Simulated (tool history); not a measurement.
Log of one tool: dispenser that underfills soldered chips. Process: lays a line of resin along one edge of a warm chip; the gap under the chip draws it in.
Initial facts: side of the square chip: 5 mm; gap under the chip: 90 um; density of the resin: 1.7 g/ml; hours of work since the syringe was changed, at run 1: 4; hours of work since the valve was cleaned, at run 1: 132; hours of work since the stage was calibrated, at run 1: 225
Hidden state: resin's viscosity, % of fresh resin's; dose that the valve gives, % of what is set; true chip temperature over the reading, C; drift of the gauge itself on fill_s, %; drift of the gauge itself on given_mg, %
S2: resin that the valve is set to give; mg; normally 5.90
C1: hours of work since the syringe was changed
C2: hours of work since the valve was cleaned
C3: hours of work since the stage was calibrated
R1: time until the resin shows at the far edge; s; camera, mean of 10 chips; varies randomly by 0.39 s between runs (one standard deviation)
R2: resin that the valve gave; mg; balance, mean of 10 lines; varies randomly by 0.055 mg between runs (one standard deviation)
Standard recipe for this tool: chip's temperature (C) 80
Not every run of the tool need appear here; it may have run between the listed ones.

Run 1, hour 0.0: usual settings; C1 4; C2 132; C3 225. Result: R1 30.3 s, R2 5.55 mg.
At hour 8.6: dispensing valve cleaned and set on the balance.
At hour 11.3: new syringe of resin.
Run 2, hour 11.3: usual settings but chip's temperature (C) 87; C1 0; C2 2; C3 232. Result: R1 20.8 s, R2 5.81 mg.
Run 3, hour 21.4: usual settings but chip's temperature (C) 87; C1 7; C2 9; C3 240. Result: R1 29.9 s, R2 5.83 mg.
At hour 27.7: new syringe of resin.
Run 4, hour 33.9: usual settings but chip's temperature (C) 87; C1 5; C2 18; C3 248. Result: R1 26.4 s, R2 5.92 mg.
At hour 44.7: new syringe of resin.
Run 5, hour 47.5: usual settings but chip's temperature (C) 87; C1 2; C2 28; C3 258. Result: R1 22.2 s, R2 5.77 mg.
Run 6, hour 57.1: usual settings; C1 9; C2 35; C3 265. Result: R1 38.4 s, R2 5.84 mg.
At hour 61.7: new syringe of resin.
Run 7, hour 64.6: usual settings but S2 6.53 mg; C1 2; C2 40; C3 271. Result: R1 27.5 s, R2 6.44 mg.
At hour 78.5: new syringe of resin.
Run 8, hour 80.2: usual settings but S2 6.53 mg; C1 1; C2 51; C3 282. Result: R1 27.1 s, R2 6.39 mg.
Run 9, hour 89.2: usual settings but S2 6.53 mg; C1 8; C2 58; C3 288. Result: R1 36.0 s, R2 6.33 mg.
At hour 94.8: new syringe of resin.
Run 10, hour 104.7: usual settings but S2 6.53 mg; C1 7; C2 69; C3 300. Result: R1 35.1 s, R2 6.29 mg.
At hour 111.1: new syringe of resin.
Run 11, hour 112.0: usual settings but S2 6.53 mg; C1 1; C2 74; C3 305. Result: R1 25.9 s, R2 6.21 mg.
Run 12, hour 124.8: usual settings but chip's temperature (C) 81; C1 10; C2 84; C3 314. Result: R1 39.6 s, R2 5.69 mg.
At hour 127.7: new syringe of resin.
Run 13, hour 138.6: usual settings but chip's temperature (C) 81; C1 8; C2 94; C3 324. Result: R1 35.8 s, R2 5.67 mg.
At hour 144.9: new syringe of resin.
Run 14, hour 147.7: usual settings but chip's temperature (C) 81, S2 6.50 mg; C1 2; C2 100; C3 330. Result: R1 26.0 s, R2 6.20 mg.
Run 15, hour 158.7: usual settings but S2 5.39 mg; C1 10; C2 108; C3 339. Result: R1 40.9 s, R2 5.06 mg.
At hour 161.4: new syringe of resin.
Run 16, hour 170.7: usual settings but S2 6.55 mg; C1 7; C2 117; C3 347. Result: R1 35.2 s, R2 6.10 mg.
At hour 178.1: new syringe of resin.
Run 17, hour 184.8: usual settings; C1 5; C2 127; C3 357. Result: R1 31.2 s, R2 5.45 mg.
At hour 195.1: new syringe of resin.
Run 18, hour 198.3: usual settings but chip's temperature (C) 94, S2 6.64 mg; C1 2; C2 136; C3 367. Result: R1 18.6 s, R2 6.11 mg.
At hour 200.7: dispensing valve cleaned and set on the balance.
At hour 212.9: new syringe of resin.
Run 19, hour 212.9: usual settings but chip's temperature (C) 84, S2 7.19 mg; C1 0; C2 9; C3 377. Result: R1 21.0 s, R2 7.12 mg.
Run 20, hour 223.4: usual settings but chip's temperature (C) 88, S2 7.13 mg; C1 8; C2 16; C3 384. Result: R1 27.3 s, R2 7.06 mg.
At hour 229.5: new syringe of resin.
Run 21, hour 237.6: usual settings but chip's temperature (C) 70, S2 7.54 mg; C1 6; C2 27; C3 395. Result: R1 43.0 s, R2 7.35 mg.
At hour 246.6: new syringe of resin.
Run 22, hour 251.6: usual settings but chip's temperature (C) 68; C1 4; C2 37; C3 405. Result: R1 42.0 s, R2 5.78 mg.
Run 23, hour 262.1: usual settings but chip's temperature (C) 88, S2 6.86 mg; C1 11; C2 44; C3 412. Result: R1 33.8 s, R2 6.52 mg.
At hour 263.6: new syringe of resin.
Run 24, hour 275.6: usual settings but chip's temperature (C) 86, S2 6.25 mg; C1 9; C2 54; C3 422. Result: R1 31.6 s, R2 5.94 mg.
At hour 280.3: new syringe of resin.
Run 25, hour 284.6: usual settings but chip's temperature (C) 70, S2 5.24 mg; C1 3; C2 60; C3 428. Result: R1 39.7 s, R2 5.09 mg.
Run 26, hour 293.1: usual settings but chip's temperature (C) 70, S2 5.24 mg; C1 9; C2 67; C3 435. Result: R1 53.5 s, R2 5.05 mg.
At hour 297.1: new syringe of resin.
Run 27, hour 308.4: usual settings but chip's temperature (C) 70, S2 5.24 mg; C1 8; C2 78; C3 446. Result: R1 51.0 s, R2 5.05 mg.
At hour 313.5: new syringe of resin.
Run 28, hour 315.2: usual settings but chip's temperature (C) 88, S2 6.94 mg; C1 1; C2 82; C3 450. Result: R1 20.8 s, R2 6.62 mg.
Run 29, hour 326.2: usual settings but chip's temperature (C) 88, S2 6.94 mg; C1 9; C2 90; C3 458. Result: R1 29.8 s, R2 6.66 mg.
At hour 329.6: new syringe of resin.
Run 30, hour 334.2: usual settings but chip's temperature (C) 88, S2 6.94 mg; C1 3; C2 96; C3 464. Result: R1 22.2 s, R2 6.44 mg.
Run 31, hour 343.0: usual settings but chip's temperature (C) 91, S2 7.03 mg; C1 10; C2 103; C3 470. Result: R1 26.7 s, R2 6.72 mg.
At hour 346.4: new syringe of resin.
Run 32, hour 357.0: usual settings but chip's temperature (C) 71, S2 6.71 mg; C1 8; C2 113; C3 481. Result: R1 46.3 s, R2 6.29 mg.
At hour 362.5: new syringe of resin.
Run 33, hour 371.0: usual settings but chip's temperature (C) 83, S2 7.31 mg; C1 6; C2 123; C3 491. Result: R1 30.0 s, R2 6.89 mg.
At hour 379.6: new syringe of resin.
Run 34, hour 383.7: usual settings but chip's temperature (C) 73, S2 7.04 mg; C1 3; C2 132; C3 500. Result: R1 33.5 s, R2 6.43 mg.

Here are 4 independent what-if runs from the current tool condition. What would each one return?
At hour 391.6: dispensing valve cleaned and set on the balance.
At hour 396.8: new syringe of resin.
Run A, hour 399.4: usual settings but S2 6.39 mg; C1 2; C2 5; C3 510. Result: R1 ?, R2 ?.
At hour 391.6: dispensing valve cleaned and set on the balance.
At hour 396.8: new syringe of resin.
Run B, hour 399.4: usual settings but chip's temperature (C) 90; C1 2; C2 5; C3 510. Result: R1 ?, R2 ?.
At hour 391.6: dispensing valve cleaned and set on the balance.
At hour 396.8: new syringe of resin.
Run C, hour 399.4: usual settings but chip's temperature (C) 84, S2 6.56 mg; C1 2; C2 5; C3 510. Result: R1 ?, R2 ?.
At hour 391.6: dispensing valve cleaned and set on the balance.
At hour 396.8: new syringe of resin.
Run D, hour 399.4: usual settings but S2 5.41 mg; C1 2; C2 5; C3 510. Result: R1 ?, R2 ?.

run    R1    R2
  A  25.3  6.48
  B  19.2  5.90
  C  22.8  6.58
  D  25.8  5.45
Had the tool no hidden state, the same runs would have come out as:
run    R1    R2
  A  25.0  6.46
  B  18.9  5.89
  C  22.5  6.57
  D  25.5  5.43
